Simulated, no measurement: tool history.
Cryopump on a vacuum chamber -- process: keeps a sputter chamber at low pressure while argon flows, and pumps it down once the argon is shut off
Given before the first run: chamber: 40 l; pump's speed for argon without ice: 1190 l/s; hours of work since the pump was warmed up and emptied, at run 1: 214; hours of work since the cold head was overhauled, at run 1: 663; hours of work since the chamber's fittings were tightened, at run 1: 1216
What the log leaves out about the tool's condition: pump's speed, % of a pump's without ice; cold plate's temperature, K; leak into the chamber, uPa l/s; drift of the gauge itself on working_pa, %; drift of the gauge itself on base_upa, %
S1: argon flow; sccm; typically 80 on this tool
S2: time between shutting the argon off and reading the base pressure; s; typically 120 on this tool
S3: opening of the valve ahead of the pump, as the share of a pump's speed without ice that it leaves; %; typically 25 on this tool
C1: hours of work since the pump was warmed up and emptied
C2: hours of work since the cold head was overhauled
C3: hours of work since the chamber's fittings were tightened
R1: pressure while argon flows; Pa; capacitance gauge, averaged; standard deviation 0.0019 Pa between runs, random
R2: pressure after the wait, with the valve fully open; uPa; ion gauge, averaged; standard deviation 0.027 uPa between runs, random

| run | day | S1 | S2 | S3 | C1 | C2 | C3 | R1 | R2 |
|---|---|---|---|---|---|---|---|---|---|
| 1 | 0 | 80 | 120 | 25 | 214 | 663 | 1216 | 0.4794 | 2.63 |
| 2 | 1.704 | 80 | 120 | 25 | 237 | 686 | 1240 | 0.485 | 2.62 |
| 3 | 2.612 | 80 | 120 | 25 | 249 | 698 | 1252 | 0.4876 | 2.71 |
| 4 | 4.85 | 80 | 120 | 25 | 280 | 729 | 1282 | 0.4916 | 2.8 |
| 5 | 6.204 | 80 | 120 | 25 | 298 | 747 | 1300 | 0.4979 | 2.79 |
| 6 | 8.233 | 80 | 120 | 25 | 326 | 774 | 1328 | 0.4966 | 2.89 |
| 7 | 9.562 | 40 | 120 | 25 | 344 | 792 | 1346 | 0.2517 | 3.03 |
| 8 | 11.254 | 80 | 120 | 20 | 367 | 815 | 1369 | 0.6205 | 3.09 |
| 9 | 13.375 | 80 | 120 | 20 | 395 | 844 | 1398 | 0.626 | 3.21 |
| 10 | 14.529 | 80 | 130 | 25 | 411 | 860 | 1413 | 0.516 | 3.14 |
|  | 16.6 | pump warmed up, emptied and cooled again |
| 11 | 16.875 | 80 | 120 | 25 | 4 | 889 | 1442 | 0.4552 | 2.53 |
| 12 | 18.862 | 38 | 120 | 25 | 31 | 916 | 1469 | 0.2184 | 2.49 |
| 13 | 20.925 | 38 | 120 | 25 | 59 | 943 | 1497 | 0.2189 | 2.62 |
| 14 | 22.038 | 38 | 120 | 25 | 74 | 959 | 1512 | 0.22 | 2.61 |
| 15 | 24.267 | 38 | 120 | 25 | 104 | 989 | 1542 | 0.2216 | 2.75 |
| 16 | 25.579 | 38 | 120 | 25 | 122 | 1006 | 1560 | 0.2213 | 2.76 |
| 17 | 27.146 | 38 | 26 | 25 | 143 | 1028 | 1581 | 0.2213 | 6.22 |
| 18 | 28.746 | 38 | 26 | 25 | 164 | 1049 | 1603 | 0.2252 | 6.04 |
| 19 | 29.954 | 58 | 268 | 43 | 181 | 1066 | 1619 | 0.2049 | 2.47 |
| 20 | 31.8 | 86 | 120 | 25 | 206 | 1091 | 1644 | 0.5122 | 2.9 |
| 21 | 32.712 | 86 | 125 | 34 | 218 | 1103 | 1657 | 0.3853 | 3 |
| 22 | 33.892 | 86 | 68 | 43 | 234 | 1119 | 1673 | 0.3148 | 3.75 |
| 23 | 35.35 | 80 | 295 | 47 | 254 | 1139 | 1692 | 0.2729 | 2.57 |
| 24 | 36.917 | 75 | 104 | 39 | 275 | 1160 | 1713 | 0.3035 | 3.35 |

Expected results for the next run?
| 25 | 37.838 | 146 | 24 | 27 | 288 | 1172 | 1726 | ? | ? |

R1: 0.828 Pa
R2: 7.17 uPa
With the hidden condition absent and the run-to-run variation left alone, this run would have shown R1 0.7639 Pa, R2 5.02 uPa.

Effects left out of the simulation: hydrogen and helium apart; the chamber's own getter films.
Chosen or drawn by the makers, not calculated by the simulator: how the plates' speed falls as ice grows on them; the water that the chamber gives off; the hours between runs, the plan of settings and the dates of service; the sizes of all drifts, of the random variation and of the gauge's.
